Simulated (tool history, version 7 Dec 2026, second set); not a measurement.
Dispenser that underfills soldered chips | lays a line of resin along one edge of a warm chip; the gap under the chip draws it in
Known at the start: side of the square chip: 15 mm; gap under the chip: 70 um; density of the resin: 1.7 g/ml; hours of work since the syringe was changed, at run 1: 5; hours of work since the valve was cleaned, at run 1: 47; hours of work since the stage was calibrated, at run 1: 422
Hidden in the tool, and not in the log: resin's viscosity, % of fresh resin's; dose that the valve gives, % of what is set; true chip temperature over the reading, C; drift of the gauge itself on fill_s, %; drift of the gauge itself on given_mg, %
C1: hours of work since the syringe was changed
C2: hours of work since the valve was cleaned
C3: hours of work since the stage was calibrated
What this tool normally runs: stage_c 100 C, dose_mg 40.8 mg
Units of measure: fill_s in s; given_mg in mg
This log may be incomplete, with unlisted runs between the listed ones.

{"run": 1, "day": 0.0, "stage_c": 100, "dose_mg": 40.8, "C1": 5, "C2": 47, "C3": 422, "fill_s": 214.6, "given_mg": 39.37}
{"day": 0.388, "done": "new syringe of resin"}
{"run": 2, "day": 0.404, "stage_c": 101, "dose_mg": 40.8, "C1": 0, "C2": 53, "C3": 429, "fill_s": 174.8, "given_mg": 39.03}
{"run": 3, "day": 0.917, "stage_c": 101, "dose_mg": 40.8, "C1": 9, "C2": 62, "C3": 437, "fill_s": 241.3, "given_mg": 38.54}
{"day": 1.046, "done": "new syringe of resin"}
{"run": 4, "day": 1.475, "stage_c": 101, "dose_mg": 40.8, "C1": 7, "C2": 71, "C3": 447, "fill_s": 229.2, "given_mg": 38.03}
{"day": 1.704, "done": "new syringe of resin"}
{"run": 5, "day": 2.079, "stage_c": 101, "dose_mg": 40.8, "C1": 6, "C2": 81, "C3": 457, "fill_s": 223.7, "given_mg": 37.94}
{"day": 2.354, "done": "new syringe of resin"}
{"run": 6, "day": 2.4, "stage_c": 100, "dose_mg": 40.8, "C1": 1, "C2": 86, "C3": 462, "fill_s": 186.9, "given_mg": 37.5}
{"day": 2.992, "done": "new syringe of resin"}
{"run": 7, "day": 3.033, "stage_c": 100, "dose_mg": 40.8, "C1": 1, "C2": 97, "C3": 472, "fill_s": 181, "given_mg": 37.4}
{"run": 8, "day": 3.371, "stage_c": 100, "dose_mg": 40.8, "C1": 6, "C2": 103, "C3": 478, "fill_s": 228.2, "given_mg": 36.94}
{"day": 3.65, "done": "new syringe of resin"}
{"day": 3.821, "done": "dispensing valve cleaned and set on the balance"}
{"run": 9, "day": 4.062, "stage_c": 100, "dose_mg": 40.8, "C1": 6, "C2": 4, "C3": 489, "fill_s": 225.6, "given_mg": 40.7}
{"day": 4.325, "done": "new syringe of resin"}
{"run": 10, "day": 4.604, "stage_c": 100, "dose_mg": 40.8, "C1": 5, "C2": 13, "C3": 498, "fill_s": 212.4, "given_mg": 40.51}
{"day": 4.958, "done": "new syringe of resin"}
{"run": 11, "day": 5.196, "stage_c": 100, "dose_mg": 40.8, "C1": 4, "C2": 23, "C3": 508, "fill_s": 205.1, "given_mg": 40.01}
{"run": 12, "day": 5.529, "stage_c": 100, "dose_mg": 40.8, "C1": 10, "C2": 28, "C3": 513, "fill_s": 257.3, "given_mg": 39.99}
{"day": 5.6, "done": "new syringe of resin"}
{"run": 13, "day": 5.858, "stage_c": 100, "dose_mg": 40.8, "C1": 4, "C2": 34, "C3": 519, "fill_s": 207.5, "given_mg": 39.8}
{"day": 6.233, "done": "new syringe of resin"}
{"run": 14, "day": 6.262, "stage_c": 100, "dose_mg": 40.8, "C1": 0, "C2": 40, "C3": 525, "fill_s": 180, "given_mg": 39.39}
{"day": 6.871, "done": "new syringe of resin"}
{"run": 15, "day": 6.946, "stage_c": 100, "dose_mg": 40.8, "C1": 1, "C2": 52, "C3": 537, "fill_s": 188.2, "given_mg": 39.1}
{"run": 16, "day": 7.283, "stage_c": 97, "dose_mg": 41.6, "C1": 7, "C2": 58, "C3": 542, "fill_s": 251.6, "given_mg": 39.7}
{"day": 7.525, "done": "new syringe of resin"}
{"run": 17, "day": 7.738, "stage_c": 93, "dose_mg": 43, "C1": 4, "C2": 65, "C3": 550, "fill_s": 246.3, "given_mg": 40.58}
{"run": 18, "day": 8.112, "stage_c": 104, "dose_mg": 50.8, "C1": 10, "C2": 71, "C3": 556, "fill_s": 225.8, "given_mg": 47.93}
{"day": 8.167, "done": "new syringe of resin"}
{"run": 19, "day": 8.625, "stage_c": 111, "dose_mg": 51.7, "C1": 8, "C2": 80, "C3": 565, "fill_s": 168.2, "given_mg": 48.39}
{"day": 8.821, "done": "new syringe of resin"}
{"run": 20, "day": 9.083, "stage_c": 111, "dose_mg": 51.7, "C1": 4, "C2": 87, "C3": 572, "fill_s": 147.5, "given_mg": 48.24}
{"run": 21, "day": 9.4, "stage_c": 111, "dose_mg": 51.7, "C1": 10, "C2": 93, "C3": 578, "fill_s": 179.6, "given_mg": 47.7}
{"day": 9.496, "done": "new syringe of resin"}
{"run": 22, "day": 9.925, "stage_c": 105, "dose_mg": 42.5, "C1": 7, "C2": 101, "C3": 586, "fill_s": 199.4, "given_mg": 39.21}
{"day": 10.15, "done": "new syringe of resin"}
{"day": 10.462, "done": "dispensing valve cleaned and set on the balance"}
{"run": 23, "day": 10.471, "stage_c": 105, "dose_mg": 42.5, "C1": 5, "C2": 0, "C3": 595, "fill_s": 180.1, "given_mg": 42.26}
{"run": 24, "day": 10.771, "stage_c": 105, "dose_mg": 42.5, "C1": 10, "C2": 5, "C3": 600, "fill_s": 217.2, "given_mg": 42.22}
{"day": 10.838, "done": "new syringe of resin"}
{"run": 25, "day": 11.067, "stage_c": 114, "dose_mg": 35, "C1": 4, "C2": 10, "C3": 604, "fill_s": 138.6, "given_mg": 34.62}
{"day": 11.475, "done": "new syringe of resin"}
{"day": 11.517, "done": "stage's temperature calibrated"}
{"run": 26, "day": 11.525, "stage_c": 99, "dose_mg": 49.9, "C1": 0, "C2": 17, "C3": 0, "fill_s": 187.1, "given_mg": 49.23}

Predict each of these 5 candidate next runs independently; none follows another, all start after run 26:
{"run": "A", "day": 12.117, "stage_c": 100, "dose_mg": 35.7, "C1": 10, "C2": 27, "C3": 10, "fill_s": "?", "given_mg": "?"}
{"run": "B", "day": 12.117, "stage_c": 100, "dose_mg": 37.7, "C1": 10, "C2": 27, "C3": 10, "fill_s": "?", "given_mg": "?"}
{"run": "C", "day": 12.117, "stage_c": 88, "dose_mg": 50.3, "C1": 10, "C2": 27, "C3": 10, "fill_s": "?", "given_mg": "?"}
{"run": "D", "day": 12.117, "stage_c": 100, "dose_mg": 37.2, "C1": 10, "C2": 27, "C3": 10, "fill_s": "?", "given_mg": "?"}
{"run": "E", "day": 12.117, "stage_c": 112, "dose_mg": 39.6, "C1": 10, "C2": 27, "C3": 10, "fill_s": "?", "given_mg": "?"}

run=A fill_s=277.2 given_mg=34.84
run=B fill_s=276.7 given_mg=36.89
run=C fill_s=381.4 given_mg=49.47
run=D fill_s=278.2 given_mg=36.21
run=E fill_s=193.8 given_mg=38.55
With the hidden condition removed and each run's random variation left untouched, the same runs would have given:
run=A fill_s=186.9 given_mg=35.71
run=B fill_s=187.1 given_mg=37.8
run=C fill_s=258.7 given_mg=50.7
run=D fill_s=188 given_mg=37.11
run=E fill_s=130.9 given_mg=39.51
